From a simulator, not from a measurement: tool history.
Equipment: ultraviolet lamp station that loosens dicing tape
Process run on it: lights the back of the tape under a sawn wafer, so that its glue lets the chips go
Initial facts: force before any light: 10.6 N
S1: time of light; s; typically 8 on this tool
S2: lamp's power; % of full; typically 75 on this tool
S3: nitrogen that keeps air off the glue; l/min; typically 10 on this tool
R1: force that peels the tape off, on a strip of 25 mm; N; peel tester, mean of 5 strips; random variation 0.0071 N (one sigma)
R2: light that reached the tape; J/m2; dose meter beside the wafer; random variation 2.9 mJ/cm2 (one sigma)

| run | hour | S1 | S2 | S3 | R1 | R2 |
|---|---|---|---|---|---|---|
| 1 | 0.0 | 8 | 75 | 10 | 0.240 | 4220 |
| 2 | 10.4 | 8 | 75 | 10 | 0.249 | 4260 |
| 3 | 17.1 | 8 | 75 | 10 | 0.243 | 4200 |
| 4 | 28.2 | 8 | 97 | 10 | 0.139 | 5520 |
| 5 | 34.7 | 8 | 75 | 10 | 0.259 | 4250 |
| 6 | 45.5 | 8 | 75 | 10 | 0.264 | 4260 |
| 7 | 54.7 | 10 | 75 | 10 | 0.148 | 5270 |
| 8 | 59.7 | 10 | 60 | 10 | 0.249 | 4240 |
| 9 | 67.9 | 10 | 60 | 10 | 0.260 | 4240 |
| 10 | 78.9 | 10 | 60 | 10 | 0.248 | 4250 |
| 11 | 88.2 | 10 | 60 | 10 | 0.258 | 4200 |
| 12 | 95.5 | 8 | 75 | 10 | 0.251 | 4180 |
| 13 | 103.2 | 8 | 75 | 10 | 0.243 | 4210 |
| 14 | 108.6 | 8 | 75 | 10 | 0.254 | 4220 |
| 15 | 118.9 | 8 | 75 | 10 | 0.243 | 4180 |
| 16 | 126.1 | 8 | 80 | 10 | 0.213 | 4510 |
| 17 | 136.5 | 8 | 80 | 10 | 0.209 | 4490 |
| 18 | 145.2 | 8 | 80 | 10 | 0.211 | 4510 |
| 19 | 150.0 | 8 | 75 | 10 | 0.243 | 4240 |
|  | 155.3 | window cleaned of glue's vapour |
| 20 | 159.1 | 8 | 75 | 10 | 0.241 | 4240 |
| 21 | 164.6 | 8 | 75 | 10 | 0.267 | 4250 |

Forecast run 22:
| 22 | 169.8 | 7 | 64 | 11 | ? | ? |

R1: 0.491 N
R2: 3170 J/m2
Take away the tool's hidden state, keep the run-to-run variation as it was, and the same run would have given R1 0.490 N, R2 3170 J/m2.
